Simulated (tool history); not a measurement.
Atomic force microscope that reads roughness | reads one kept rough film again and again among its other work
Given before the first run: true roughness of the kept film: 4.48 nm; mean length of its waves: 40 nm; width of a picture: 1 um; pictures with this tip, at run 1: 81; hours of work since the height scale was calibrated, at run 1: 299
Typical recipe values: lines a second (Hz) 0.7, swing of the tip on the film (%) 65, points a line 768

run   hour  lines a second (Hz)  swing of the tip on the film (%)  points a line  pictures with this tip  hours of work since the height scale was calibrated  roughness of the kept film (nm (root mean square))
  1      0                  0.7                                65            768                      81                                                  299                                                3.77
  2   35.7                  0.7                                65            768                     132                                                  315                                               3.618
      50.9  -- new tip fitted
  3   65.2                 0.54                                65            768                      21                                                  328                                               4.043
  4  101.2                 0.54                                65            768                      73                                                  344                                               3.818
  5  125.9                 0.54                                65            768                     109                                                  355                                               3.701
  6  154.5                  0.7                                77            768                     150                                                  368                                               3.477
     157.6  -- new tip fitted
     158.6  -- height scale calibrated on a step standard
  7  182.5                  0.7                                65            768                      35                                                   11                                               3.989
  8  211.1                  0.7                                65            768                      76                                                   23                                               3.804
  9  260.2                1.613                                65            592                     148                                                   45                                               3.462
     264.7  -- new tip fitted
 10  295.4                0.622                                64            509                      44                                                   60                                               3.947
 11  337.5                1.311                                57            768                     105                                                   79                                               3.699
     372.5  -- new tip fitted
     376.8  -- height scale calibrated on a step standard, once more
 12  381.7                1.311                                57            768                      12                                                    2                                               4.057
 13  433.7                0.783                                63            768                      87                                                   25                                               3.778
 14  477.1                0.783                                63            768                     150                                                   44                                               3.594
     479.9  -- new tip fitted
 15  506.6                1.822                                65            768                      38                                                   57                                               3.846
 16  555.7                1.045                                65            589                     110                                                   79                                               3.644

Below are 4 alternative next runs, each starting from the tool's condition after run 16. Predict each:
     586.5  -- new tip fitted
  A  590.3                  0.7                                63            768                       5                                                   94                                                   ?
     586.5  -- new tip fitted
  B  590.3                  0.7                                65            453                       5                                                   94                                                   ?
     586.5  -- new tip fitted
  C  590.3                 0.59                                65            768                       5                                                   94                                                   ?
     586.5  -- new tip fitted
  D  590.3                2.307                                80            566                       5                                                   94                                                   ?

run  roughness of the kept film (nm (root mean square))
  A                                                4.14
  B                                               4.102
  C                                               4.144
  D                                               3.584
Stripped of hidden state, with their random variation kept, the same runs would have yielded:
run  roughness of the kept film (nm (root mean square))
  A                                               4.165
  B                                               4.127
  C                                                4.17
  D                                               3.606
